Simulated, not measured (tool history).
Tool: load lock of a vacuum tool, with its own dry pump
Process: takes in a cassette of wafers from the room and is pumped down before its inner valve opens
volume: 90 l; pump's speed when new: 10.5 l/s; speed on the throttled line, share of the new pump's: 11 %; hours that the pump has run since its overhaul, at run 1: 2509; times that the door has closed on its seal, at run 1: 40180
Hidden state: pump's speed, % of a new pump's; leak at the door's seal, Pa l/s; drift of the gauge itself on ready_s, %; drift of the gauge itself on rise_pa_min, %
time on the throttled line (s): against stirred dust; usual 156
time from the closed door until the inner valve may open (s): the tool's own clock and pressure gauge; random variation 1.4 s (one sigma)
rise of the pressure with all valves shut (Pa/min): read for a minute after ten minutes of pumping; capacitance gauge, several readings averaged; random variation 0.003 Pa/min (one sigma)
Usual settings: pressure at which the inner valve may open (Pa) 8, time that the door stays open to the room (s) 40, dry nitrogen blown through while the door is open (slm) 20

| run | hour | time on the throttled line (s) | pressure at which the inner valve may open (Pa) | time that the door stays open to the room (s) | dry nitrogen blown through while the door is open (slm) | hours that the pump has run since its overhaul | times that the door has closed on its seal | incoming humidity of the room's air, % | time from the closed door until the inner valve may open (s) | rise of the pressure with all valves shut (Pa/min) |
|---|---|---|---|---|---|---|---|---|---|---|
| 1 | 0 | 156 | 8 | 40 | 20 | 2509 | 40180 | 44 | 221.2 | 0.244 |
| 2 | 120.8 | 156 | 8 | 40 | 20 | 2630 | 40697 | 44 | 223.8 | 0.253 |
| 3 | 298.5 | 156 | 8 | 40 | 20 | 2808 | 41459 | 43.7 | 222.2 | 0.264 |
| 4 | 484.8 | 156 | 8 | 40 | 20 | 2994 | 42256 | 43.2 | 222.6 | 0.264 |
| 5 | 666 | 156 | 8 | 176 | 20 | 3175 | 43032 | 43 | 220.4 | 0.28 |
| 6 | 775.7 | 156 | 8 | 40 | 20 | 3285 | 43502 | 43.6 | 220.1 | 0.274 |
| 7 | 926.2 | 156 | 8 | 40 | 20 | 3435 | 44147 | 44.5 | 221.5 | 0.279 |
| 8 | 1108.7 | 156 | 8 | 218 | 20 | 3618 | 44929 | 47.4 | 222.9 | 0.312 |
| 9 | 1232.5 | 83 | 8 | 40 | 20 | 3742 | 45459 | 45.1 | 157.2 | 0.296 |
| 10 | 1406.9 | 83 | 8 | 40 | 20 | 3916 | 46206 | 45.7 | 157.4 | 0.304 |
| 11 | 1540.3 | 83 | 8 | 40 | 20 | 4049 | 46777 | 45.4 | 157.7 | 0.311 |
| 12 | 1671.9 | 83 | 8 | 40 | 20 | 4181 | 47341 | 46.3 | 158.2 | 0.312 |
| 13 | 1852.4 | 83 | 8 | 40 | 20 | 4362 | 48114 | 48.4 | 158.7 | 0.321 |
| 14 | 1987.4 | 156 | 8 | 60 | 20 | 4497 | 48692 | 42 | 223.6 | 0.331 |
| 15 | 2164.5 | 156 | 8 | 57 | 20 | 4674 | 49451 | 45.9 | 224.5 | 0.33 |
| 16 | 2276.4 | 156 | 8 | 57 | 20 | 4786 | 49930 | 44 | 223.6 | 0.335 |
| 17 | 2397.4 | 156 | 8 | 40 | 20 | 4907 | 50448 | 47.4 | 224.1 | 0.35 |
| 18 | 2584 | 144 | 8 | 40 | 20 | 5093 | 51248 | 44.6 | 213.4 | 0.35 |
| 19 | 2759 | 156 | 8 | 40 | 27 | 5268 | 51997 | 45.3 | 223.8 | 0.356 |
| 20 | 2875.9 | 156 | 8 | 40 | 27 | 5385 | 52498 | 45.8 | 220.4 | 0.362 |
| 21 | 3030.7 | 241 | 8 | 40 | 18 | 5540 | 53161 | 42.9 | 296 | 0.376 |

Forecast run 22:
| 22 | 3214.4 | 241 | 8 | 40 | 18 | 5724 | 53948 | 48.4 | ? | ? |

{"run 22": {"time from the closed door until the inner valve may open (s)": 298.3, "rise of the pressure with all valves shut (Pa/min)": 0.382}}
Without the tool's hidden state the same run would have given time from the closed door until the inner valve may open (s) 295.2, rise of the pressure with all valves shut (Pa/min) 0.017.
